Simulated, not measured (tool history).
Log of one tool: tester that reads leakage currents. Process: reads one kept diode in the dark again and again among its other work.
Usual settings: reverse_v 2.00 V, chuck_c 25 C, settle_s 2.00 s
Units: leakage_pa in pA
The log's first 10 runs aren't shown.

run    hour  reverse_v  chuck_c  settle_s  hours of work since the probe card was cleaned  hours of work since the tester was calibrated  hours of work since the chuck was calibrated  leakage_pa
 11   487.8       2.00       25      2.00                                            1064                                           1064                                          1243       76.94
 12   524.9       2.00       25      2.00                                            1087                                           1087                                          1266       77.07
 13   560.3       1.23       25      2.00                                            1109                                           1109                                          1289       63.08
 14   625.6       1.23       25      2.00                                            1150                                           1150                                          1330       62.68
 15   665.4       1.23       25      2.00                                            1175                                           1175                                          1355       62.87
 16   735.6       2.00       25      2.00                                            1220                                           1220                                          1399       77.62
 17   812.9       2.00       25      2.00                                            1268                                           1268                                          1448       76.62
 18   874.7       2.00       24      2.00                                            1307                                           1307                                          1486       70.13
 19   910.4       2.00       24      2.00                                            1330                                           1330                                          1509       70.08
 20   986.3       2.00       24      2.00                                            1377                                           1377                                          1557       70.35
 21  1054.4       2.00       37      2.67                                            1420                                           1420                                          1599      225.88
 22  1109.6       3.07       23      3.35                                            1455                                           1455                                          1634       76.14
 23  1169.7       3.07       23      3.35                                            1493                                           1493                                          1672       76.43

The next listed run, before its measurement:
 24  1229.9       3.07       23      3.35                                            1530                                           1530                                          1710           ?

leakage_pa: 76.37 pA
Without the tool's hidden state the same run would have given leakage_pa 76.44 pA.
